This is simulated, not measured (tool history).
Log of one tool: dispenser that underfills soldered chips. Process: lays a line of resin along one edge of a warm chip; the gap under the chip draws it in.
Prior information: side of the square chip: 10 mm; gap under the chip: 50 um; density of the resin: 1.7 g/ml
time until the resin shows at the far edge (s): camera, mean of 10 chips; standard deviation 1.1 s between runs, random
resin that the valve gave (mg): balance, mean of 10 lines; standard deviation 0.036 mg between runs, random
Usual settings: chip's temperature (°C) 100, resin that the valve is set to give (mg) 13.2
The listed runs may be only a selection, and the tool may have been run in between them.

| run | hour | chip's temperature (°C) | resin that the valve is set to give (mg) | time until the resin shows at the far edge (s) | resin that the valve gave (mg) |
|---|---|---|---|---|---|
| 1 | 0 | 100 | 13.2 | 170.1 | 13.05 |
| 2 | 5 | 100 | 13.2 | 218.8 | 13.05 |
|  | 7.5 | new syringe of resin |
| 3 | 10.8 | 100 | 16.1 | 122.4 | 15.88 |
| 4 | 16.2 | 115 | 13.2 | 92 | 12.95 |
| 5 | 23.4 | 93 | 13.2 | 330.2 | 12.95 |
|  | 24.3 | new syringe of resin |
| 6 | 28.9 | 107 | 13.2 | 103.9 | 12.96 |
| 7 | 33.6 | 107 | 13.2 | 130.2 | 12.93 |
| 8 | 38 | 107 | 13.2 | 165.3 | 12.94 |
|  | 40.7 | new syringe of resin |
| 9 | 43.9 | 107 | 13.2 | 94.6 | 12.86 |
| 10 | 49.4 | 93 | 13.2 | 222.5 | 12.92 |
| 11 | 55.8 | 93 | 13.2 | 315.3 | 12.85 |
|  | 57.4 | new syringe of resin |
| 12 | 60.9 | 100 | 12.2 | 128.7 | 11.9 |
| 13 | 68.1 | 100 | 13.1 | 186.8 | 12.69 |
| 14 | 72.5 | 100 | 13.1 | 233.8 | 12.69 |
|  | 73.7 | new syringe of resin |
| 15 | 76.6 | 99 | 15.9 | 123.9 | 15.35 |
| 16 | 84.9 | 99 | 13.2 | 193.2 | 12.73 |
|  | 90 | new syringe of resin |
| 17 | 92.7 | 103 | 16.8 | 104.6 | 16.16 |
| 18 | 97.7 | 103 | 16.8 | 135.8 | 16.18 |
| 19 | 101.5 | 103 | 16.8 | 161.2 | 16.15 |
|  | 106.4 | new syringe of resin |
| 20 | 108.8 | 95 | 15.9 | 144.5 | 15.27 |

4 ways to go on from here, each from the tool as it stands after run 20. What would each give?
| A | 112.3 | 86 | 15.1 | ? | ? |
| B | 112.3 | 96 | 15.9 | ? | ? |
| C | 112.3 | 95 | 15.2 | ? | ? |
| D | 112.3 | 104 | 12.7 | ? | ? |

| run | time until the resin shows at the far edge (s) | resin that the valve gave (mg) |
|---|---|---|
| A | 259 | 14.44 |
| B | 165.4 | 15.16 |
| C | 172.7 | 14.58 |
| D | 122.3 | 12.15 |
With the hidden condition removed and each run's random variation left untouched, the same runs would have given:
| run | time until the resin shows at the far edge (s) | resin that the valve gave (mg) |
|---|---|---|
| A | 195.6 | 15.06 |
| B | 124.6 | 15.81 |
| C | 130.3 | 15.2 |
| D | 91.7 | 12.67 |
